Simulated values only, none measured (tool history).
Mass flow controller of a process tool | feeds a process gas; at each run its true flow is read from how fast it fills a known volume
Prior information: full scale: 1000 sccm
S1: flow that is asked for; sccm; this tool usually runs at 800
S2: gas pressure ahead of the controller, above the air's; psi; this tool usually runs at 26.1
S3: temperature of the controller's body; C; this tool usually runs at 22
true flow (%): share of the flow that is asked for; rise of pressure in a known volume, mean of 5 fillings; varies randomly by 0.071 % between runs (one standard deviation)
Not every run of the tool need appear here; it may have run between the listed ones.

run 1 day=0 | S1=800 S2=26.1 S3=22 | true_flow_(%)=100.02
run 2 day=13.433 | S1=800 S2=26.1 S3=22 | true_flow_(%)=100.27
run 3 day=21.992 | S1=800 S2=26.1 S3=22 | true_flow_(%)=100.2
run 4 day=36.238 | S1=800 S2=26.1 S3=22 | true_flow_(%)=100.09
run 5 day=46.346 | S1=800 S2=26.1 S3=22 | true_flow_(%)=100.24
run 6 day=53.892 | S1=800 S2=26.1 S3=34 | true_flow_(%)=99.02
run 7 day=63.804 | S1=800 S2=26.1 S3=34 | true_flow_(%)=99.07
run 8 day=72.617 | S1=800 S2=26.1 S3=22 | true_flow_(%)=100.16
run 9 day=79.854 | S1=800 S2=26.1 S3=22 | true_flow_(%)=100.03
run 10 day=89.708 | S1=800 S2=26.1 S3=22 | true_flow_(%)=100.24
run 11 day=103.371 | S1=489 S2=26.1 S3=22 | true_flow_(%)=100.38
run 12 day=118.271 | S1=489 S2=26.1 S3=22 | true_flow_(%)=100.35
-- day=124.55 controller's zero set anew
run 13 day=126.346 | S1=489 S2=26.1 S3=22 | true_flow_(%)=98.12
run 14 day=132.796 | S1=489 S2=26.1 S3=22 | true_flow_(%)=98.2
run 15 day=141.108 | S1=800 S2=26.1 S3=22 | true_flow_(%)=98.81
run 16 day=148.512 | S1=800 S2=35.2 S3=22 | true_flow_(%)=98.83
-- day=150.783 controller exchanged for a calibrated one
run 17 day=160.783 | S1=800 S2=26.1 S3=22 | true_flow_(%)=99.79
run 18 day=168.5 | S1=800 S2=26.1 S3=22 | true_flow_(%)=99.97
run 19 day=178.429 | S1=800 S2=26.1 S3=22 | true_flow_(%)=99.96
run 20 day=189.238 | S1=800 S2=26.1 S3=22 | true_flow_(%)=99.9
run 21 day=203.362 | S1=800 S2=26.1 S3=22 | true_flow_(%)=100
run 22 day=217.204 | S1=800 S2=26.1 S3=22 | true_flow_(%)=99.99
run 23 day=225.908 | S1=800 S2=26.1 S3=22 | true_flow_(%)=99.85
run 24 day=239.646 | S1=800 S2=26.1 S3=22 | true_flow_(%)=99.82
run 25 day=254.121 | S1=800 S2=26.1 S3=31 | true_flow_(%)=99.27
run 26 day=265.979 | S1=118 S2=26.1 S3=22 | true_flow_(%)=100.88
run 27 day=280.629 | S1=800 S2=24.1 S3=23 | true_flow_(%)=99.78
run 28 day=287.262 | S1=800 S2=24.4 S3=37 | true_flow_(%)=98.76
run 29 day=296.338 | S1=800 S2=24.4 S3=37 | true_flow_(%)=98.56
run 30 day=304.162 | S1=515 S2=23.5 S3=37 | true_flow_(%)=98.33
run 31 day=318.638 | S1=211 S2=26.1 S3=22 | true_flow_(%)=100.45
run 32 day=329.975 | S1=555 S2=26.1 S3=22 | true_flow_(%)=99.78
run 33 day=338.962 | S1=362 S2=29.3 S3=36 | true_flow_(%)=98.65
run 34 day=348.021 | S1=102 S2=38.9 S3=25 | true_flow_(%)=103.28
run 35 day=363.55 | S1=150 S2=30.3 S3=27 | true_flow_(%)=101.62
run 36 day=374.225 | S1=800 S2=39.3 S3=22 | true_flow_(%)=100.21
run 37 day=382.538 | S1=800 S2=39.3 S3=22 | true_flow_(%)=100.27
run 38 day=396.654 | S1=800 S2=21.9 S3=33 | true_flow_(%)=99.13
run 39 day=408.862 | S1=800 S2=21.9 S3=33 | true_flow_(%)=99.11
run 40 day=416.425 | S1=582 S2=26.1 S3=37 | true_flow_(%)=98.66
run 41 day=425.592 | S1=811 S2=26.1 S3=20 | true_flow_(%)=100.17
run 42 day=436.433 | S1=811 S2=26.1 S3=20 | true_flow_(%)=100.26
run 43 day=451.233 | S1=296 S2=21.8 S3=22 | true_flow_(%)=101.04
run 44 day=458.579 | S1=296 S2=21.8 S3=22 | true_flow_(%)=101.07
run 45 day=466.4 | S1=296 S2=21.8 S3=22 | true_flow_(%)=101.01
run 46 day=474.617 | S1=613 S2=23.8 S3=35 | true_flow_(%)=98.78
run 47 day=486.071 | S1=163 S2=26.1 S3=35 | true_flow_(%)=102.48

Below are 3 alternative next runs, each starting from the tool's condition after run 47. Predict each:
run A day=501.242 | S1=747 S2=29 S3=21 | true_flow_(%)=?
run B day=501.242 | S1=283 S2=38 S3=30 | true_flow_(%)=?
run C day=501.242 | S1=163 S2=38.4 S3=25 | true_flow_(%)=?

run=A true_flow_(%)=100.33
run=B true_flow_(%)=100.74
run=C true_flow_(%)=103.61
Without the tool's unlogged condition, the same runs would have read:
run=A true_flow_(%)=99.88
run=B true_flow_(%)=98.04
run=C true_flow_(%)=98.23
